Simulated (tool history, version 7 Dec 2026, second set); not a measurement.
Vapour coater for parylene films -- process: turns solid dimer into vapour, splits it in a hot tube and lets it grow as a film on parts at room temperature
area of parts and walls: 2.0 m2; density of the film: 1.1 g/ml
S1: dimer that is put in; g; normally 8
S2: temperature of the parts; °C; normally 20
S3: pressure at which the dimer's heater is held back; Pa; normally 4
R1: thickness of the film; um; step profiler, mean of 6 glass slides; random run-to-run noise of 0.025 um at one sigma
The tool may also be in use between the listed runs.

run   hour  S1  S2     S3    R1
  1      0   8  20      4  1.85
  2   22.6   8  20      4  1.81
  3   36.6   8  20      4  1.83
  4   57.2   8  16      4  2.04
  5   72.1   8  12      4  2.41
  6     85   8  20     11  1.51
  7   97.6   8  20   3.21  1.85
  8  115.4   8  20   3.21  1.82
  9  135.2   8  20   3.21  1.78
 10  150.2   8  20   3.21  1.78
 11  174.4   8  20   3.21  1.74
     195.6  -- trap's valve overhauled
 12  203.2   8  23   8.14  1.22
 13  223.3   7  27   4.69  1.02
 14  246.1   7  27   4.69  0.99
 15  258.9   3  27   4.69  0.44
 16  285.2  11  20      4  2.03
     297.8  -- trap's valve overhauled, once more
 17  311.7  10  18  10.31  2.17
 18  339.4  10  15  10.31  2.36
 19  367.2   8  20   4.79  1.83
 20  381.5  12  20      4  2.75
 21  399.4  12  20      4  2.79
 22  422.6  12  20      4  2.71

Hidden state or all else? Some run-to-run changes of R1, split into what the settings, what came in and random variation would give without the hidden state, and what is left for the hidden state (with any gauge scatter that isn't in both results):
Hidden state present: vapour lost through the trap's worn valve, %; true temperature of the parts over the reading, C; drift of the gauge itself on film_um, %.
Run 15 -> 16: S1 3 -> 11, S2 27 -> 20, S3 4.69 -> 4. R1 +1.59 um: hidden state -0.53, all else +2.12.
Run 16 -> 17: S1 11 -> 10, S2 20 -> 18, S3 4 -> 10.31, trap's valve overhauled, once more. R1 +0.14 um: hidden state +0.62, all else -0.48.
Run 19 -> 20: S1 8 -> 12, S3 4.79 -> 4. R1 +0.92 um: hidden state -0.06, all else +0.98.

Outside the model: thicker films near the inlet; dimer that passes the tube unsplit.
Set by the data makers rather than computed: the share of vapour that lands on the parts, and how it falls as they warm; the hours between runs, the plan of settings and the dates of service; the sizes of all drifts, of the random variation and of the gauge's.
